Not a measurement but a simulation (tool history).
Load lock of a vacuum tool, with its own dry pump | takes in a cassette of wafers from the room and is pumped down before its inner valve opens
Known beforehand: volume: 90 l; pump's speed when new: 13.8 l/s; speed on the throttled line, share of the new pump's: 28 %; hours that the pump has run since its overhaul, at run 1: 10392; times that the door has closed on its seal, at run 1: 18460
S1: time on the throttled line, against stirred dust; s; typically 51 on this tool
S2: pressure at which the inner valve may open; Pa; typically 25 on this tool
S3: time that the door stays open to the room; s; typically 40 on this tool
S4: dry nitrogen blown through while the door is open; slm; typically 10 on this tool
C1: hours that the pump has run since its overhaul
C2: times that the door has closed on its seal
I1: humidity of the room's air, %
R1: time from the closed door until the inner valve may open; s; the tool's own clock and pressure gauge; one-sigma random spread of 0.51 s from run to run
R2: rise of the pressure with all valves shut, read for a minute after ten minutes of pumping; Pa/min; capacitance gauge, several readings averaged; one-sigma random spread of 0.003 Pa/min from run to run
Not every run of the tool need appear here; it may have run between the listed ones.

run 1 hour=0.0 | S1=51 S2=25 S3=40 S4=10 | C1=10392 C2=18460 | I1=39.2 | R1=93.0 R2=0.096
run 2 hour=217.0 | S1=51 S2=25 S3=40 S4=10 | C1=10609 C2=18746 | I1=45.1 | R1=92.2 R2=0.097
run 3 hour=529.8 | S1=51 S2=25 S3=40 S4=10 | C1=10921 C2=19158 | I1=48.7 | R1=92.9 R2=0.097
run 4 hour=840.6 | S1=51 S2=25 S3=40 S4=7 | C1=11232 C2=19567 | I1=45.2 | R1=94.0 R2=0.102
run 5 hour=1140.1 | S1=51 S2=25 S3=40 S4=7 | C1=11532 C2=19962 | I1=46.1 | R1=93.0 R2=0.107
run 6 hour=1294.5 | S1=51 S2=25 S3=40 S4=7 | C1=11686 C2=20165 | I1=49.1 | R1=94.0 R2=0.111
run 7 hour=1603.9 | S1=51 S2=25 S3=40 S4=7 | C1=11995 C2=20572 | I1=42.8 | R1=92.6 R2=0.109
run 8 hour=1927.8 | S1=51 S2=25 S3=31 S4=10 | C1=12319 C2=20999 | I1=44.1 | R1=93.3 R2=0.106
run 9 hour=2203.8 | S1=51 S2=25 S3=31 S4=10 | C1=12595 C2=21362 | I1=43.6 | R1=93.9 R2=0.110
run 10 hour=2416.7 | S1=51 S2=25 S3=31 S4=10 | C1=12808 C2=21643 | I1=44.9 | R1=94.7 R2=0.112
run 11 hour=2578.2 | S1=51 S2=25 S3=31 S4=10 | C1=12970 C2=21855 | I1=46.8 | R1=93.4 R2=0.110
run 12 hour=2725.0 | S1=51 S2=25 S3=31 S4=10 | C1=13117 C2=22049 | I1=43.7 | R1=94.4 R2=0.116
run 13 hour=3029.6 | S1=51 S2=25 S3=40 S4=10 | C1=13421 C2=22450 | I1=42.1 | R1=94.0 R2=0.115
run 14 hour=3279.2 | S1=51 S2=25 S3=40 S4=10 | C1=13671 C2=22779 | I1=43.0 | R1=94.5 R2=0.121
run 15 hour=3509.2 | S1=51 S2=25 S3=40 S4=10 | C1=13901 C2=23081 | I1=43.3 | R1=94.8 R2=0.126
run 16 hour=3790.6 | S1=32 S2=25 S3=40 S4=10 | C1=14182 C2=23452 | I1=45.6 | R1=80.8 R2=0.129
run 17 hour=4074.6 | S1=51 S2=25 S3=59 S4=10 | C1=14466 C2=23826 | I1=47.9 | R1=93.4 R2=0.137
run 18 hour=4287.8 | S1=51 S2=25 S3=59 S4=10 | C1=14679 C2=24107 | I1=40.4 | R1=94.2 R2=0.139
run 19 hour=4533.8 | S1=27 S2=44 S3=40 S4=10 | C1=14925 C2=24431 | I1=42.6 | R1=74.0 R2=0.131
run 20 hour=4824.6 | S1=27 S2=44 S3=40 S4=10 | C1=15216 C2=24814 | I1=45.1 | R1=74.5 R2=0.138
run 21 hour=5046.8 | S1=58 S2=25 S3=40 S4=21 | C1=15438 C2=25106 | I1=45.2 | R1=99.7 R2=0.135
run 22 hour=5358.7 | S1=44 S2=42 S3=53 S4=10 | C1=15750 C2=25517 | I1=46.1 | R1=86.1 R2=0.143
run 23 hour=5680.5 | S1=44 S2=42 S3=53 S4=10 | C1=16072 C2=25941 | I1=44.6 | R1=86.2 R2=0.148
run 24 hour=5880.9 | S1=44 S2=42 S3=53 S4=10 | C1=16272 C2=26205 | I1=50.3 | R1=86.3 R2=0.151
run 25 hour=6038.3 | S1=64 S2=31 S3=174 S4=10 | C1=16430 C2=26412 | I1=42.5 | R1=101.7 R2=0.177
run 26 hour=6288.8 | S1=64 S2=28 S3=92 S4=10 | C1=16680 C2=26742 | I1=46.5 | R1=102.6 R2=0.162
run 27 hour=6464.0 | S1=64 S2=28 S3=92 S4=10 | C1=16856 C2=26973 | I1=43.0 | R1=103.6 R2=0.165
run 28 hour=6700.0 | S1=51 S2=25 S3=228 S4=31 | C1=17092 C2=27284 | I1=44.6 | R1=95.6 R2=0.167
run 29 hour=6848.1 | S1=51 S2=25 S3=228 S4=31 | C1=17240 C2=27479 | I1=43.7 | R1=95.3 R2=0.172
run 30 hour=7076.7 | S1=51 S2=25 S3=228 S4=31 | C1=17468 C2=27780 | I1=44.3 | R1=94.4 R2=0.174
run 31 hour=7396.6 | S1=51 S2=22 S3=39 S4=6 | C1=17788 C2=28201 | I1=46.3 | R1=97.1 R2=0.172
run 32 hour=7648.0 | S1=51 S2=22 S3=39 S4=6 | C1=18040 C2=28532 | I1=44.2 | R1=96.0 R2=0.165
run 33 hour=7792.7 | S1=51 S2=22 S3=39 S4=6 | C1=18184 C2=28723 | I1=47.7 | R1=96.5 R2=0.174
run 34 hour=7944.6 | S1=51 S2=22 S3=39 S4=6 | C1=18336 C2=28923 | I1=45.7 | R1=96.4 R2=0.166
run 35 hour=8167.1 | S1=51 S2=22 S3=39 S4=6 | C1=18559 C2=29216 | I1=48.3 | R1=97.8 R2=0.166

A few steps of R1 between consecutive runs. Split each: what settings, incoming material and random variation would produce without the hidden state, and what is left over for the hidden state, along with gauge scatter present in only one of the two compared results (measured, and without hidden state):
The tool's hidden condition here consists of: pump's speed, % of a new pump's; leak at the door's seal, Pa l/s; drift of the gauge itself on ready_s, %; drift of the gauge itself on rise_pa_min, %.
Run 15 -> 16: S1 51 -> 32. R1 -14.0 s: hidden state +0.5, all else -14.5.
Run 16 -> 17: S1 32 -> 51, S3 40 -> 59. R1 +12.6 s: hidden state -0.4, all else +13.0.
Run 18 -> 19: S1 51 -> 27, S2 25 -> 44, S3 59 -> 40. R1 -20.2 s: hidden state +0.3, all else -20.5.
Run 20 -> 21: S1 27 -> 58, S2 44 -> 25, S4 10 -> 21. R1 +25.2 s: hidden state -0.3, all else +25.5.
Run 24 -> 25: S1 44 -> 64, S2 42 -> 31, S3 53 -> 174. R1 +15.4 s: hidden state -0.3, all else +15.7.
Run 27 -> 28: S1 64 -> 51, S2 28 -> 25, S3 92 -> 228, S4 10 -> 31. R1 -8.0 s: hidden state +0.5, all else -8.5.
